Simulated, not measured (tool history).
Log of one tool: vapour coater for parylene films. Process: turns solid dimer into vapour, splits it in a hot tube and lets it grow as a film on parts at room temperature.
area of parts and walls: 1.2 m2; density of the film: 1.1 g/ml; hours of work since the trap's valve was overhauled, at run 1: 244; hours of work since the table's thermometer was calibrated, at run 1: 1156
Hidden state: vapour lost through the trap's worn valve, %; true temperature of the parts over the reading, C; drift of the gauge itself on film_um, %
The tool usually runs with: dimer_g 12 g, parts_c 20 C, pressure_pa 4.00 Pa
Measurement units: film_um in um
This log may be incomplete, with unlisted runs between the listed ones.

run    hour  dimer_g  parts_c  pressure_pa  hours of work since the trap's valve was overhauled  hours of work since the table's thermometer was calibrated  film_um
  1     0.0       12       20         4.00                                                  244                                                        1156     4.85
       13.2  -- trap's valve overhauled
  2    35.2       12       20         9.72                                                   19                                                        1182     5.26
  3    83.4       12       20         9.72                                                   59                                                        1223     5.18
  4   136.0       12       18         4.00                                                  103                                                        1267     5.58
      145.7  -- table's thermometer calibrated
  5   180.2       12       18         4.00                                                  140                                                          29     5.39
  6   218.6       12       18         4.00                                                  172                                                          61     5.34
  7   273.4       12       20         4.00                                                  218                                                         108     4.77
      288.9  -- table's thermometer calibrated, once more
      317.8  -- trap's valve overhauled
  8   328.6       12       20         4.00                                                    9                                                          30     5.82
  9   362.8       12       20         6.20                                                   38                                                          59     5.49
 10   408.4       12       20         6.20                                                   76                                                          97     5.51
 11   448.2       12       20         6.20                                                  110                                                         131     5.22
 12   501.9       12       20         6.20                                                  155                                                         176     5.19
 13   532.7       12       20         9.20                                                  181                                                         202     4.96
 14   561.9       12       15         9.20                                                  206                                                         227     5.88
 15   613.8       12       15         9.20                                                  249                                                         270     5.71
      622.2  -- trap's valve overhauled
 16   643.6       12       20         4.00                                                   18                                                         292     5.79
 17   688.4       12       20         5.04                                                   56                                                         330     5.57
 18   749.8       12       20         6.46                                                  107                                                         381     5.29
 19   813.0       12       23         6.46                                                  161                                                         435     4.65
 20   856.3       12       23         6.90                                                  197                                                         471     4.38
 21   915.2       12       20         2.97                                                  247                                                         521     5.01
      927.1  -- trap's valve overhauled
 22   975.8       12       20         2.97                                                   41                                                         568     5.63
 23  1037.0       12       20         4.00                                                   93                                                         620     5.39
 24  1063.2       12       20         4.00                                                  115                                                         642     5.29
 25  1115.5       21       24         3.36                                                  159                                                         686     7.87
 26  1174.0        8       13         3.80                                                  208                                                         735     4.28
 27  1222.2        8       20         5.21                                                  248                                                         776     3.17
     1230.4  -- trap's valve overhauled
 28  1272.0        8       20         5.21                                                   35                                                         814     3.68
 29  1316.6       21       19         8.12                                                   73                                                         852     9.40
 30  1359.9       12       29         3.80                                                  109                                                         889     3.87
 31  1401.1       21       30         8.72                                                  144                                                         923     5.91
 32  1436.1       21       13         3.58                                                  173                                                         953    11.48
 33  1480.8       21       13         3.58                                                  211                                                         990    11.15
     1532.6  -- trap's valve overhauled
 34  1540.2       10       20         4.00                                                    6                                                        1037     4.67
 35  1586.6        6       30         3.55                                                   45                                                        1076     1.95
 36  1629.3        6       30         3.55                                                   81                                                        1112     1.90
 37  1680.8       12       20         2.97                                                  125                                                        1155     5.27
 38  1718.5       12       25         9.99                                                  157                                                        1187     4.06
 39  1745.5       12       25         9.99                                                  179                                                        1210     4.06
 40  1778.5        9       12         3.88                                                  207                                                        1238     4.96
     1826.3  -- table's thermometer calibrated
     1835.4  -- trap's valve overhauled
 41  1835.6       12       13         4.00                                                    0                                                           4     7.51
 42  1871.2        6       13         4.00                                                   30                                                          34     3.71
 43  1919.7       11       29         4.15                                                   71                                                          75     3.70
 44  1956.2       19       13         3.88                                                  102                                                         106    11.20
 45  1984.7       15       25         6.21                                                  126                                                         130     5.58
 46  2012.4        6       20         4.00                                                  149                                                         153     2.64
 47  2046.3       18       27         4.00                                                  178                                                         182     5.95

Measured minus without-hidden-state, run by run (identical run-to-run variation in each term; gauge scatter may differ):
run  film_um
  1    -0.97
  2    -0.29
  3    -0.42
  4    -0.64
  5    -0.85
  6    -0.97
  7    -1.05
  8    -0.04
  9    -0.13
 10    -0.27
 11    -0.37
 12    -0.53
 13    -0.59
 14    -0.81
 15    -1.00
 16    -0.10
 17    -0.22
 18    -0.41
 19    -0.52
 20    -0.62
 21    -0.91
 22    -0.24
 23    -0.42
 24    -0.51
 25    -1.01
 26    -0.70
 27    -0.63
 28    -0.17
 29    -0.70
 30    -0.39
 31    -0.75
 32    -1.68
 33    -1.96
 34    -0.14
 35    -0.11
 36    -0.15
 37    -0.59
 38    -0.56
 39    -0.63
 40    -0.86
 41    +0.01
 42    -0.05
 43    -0.15
 44    -0.68
 45    -0.43
 46    -0.25
 47    -0.70
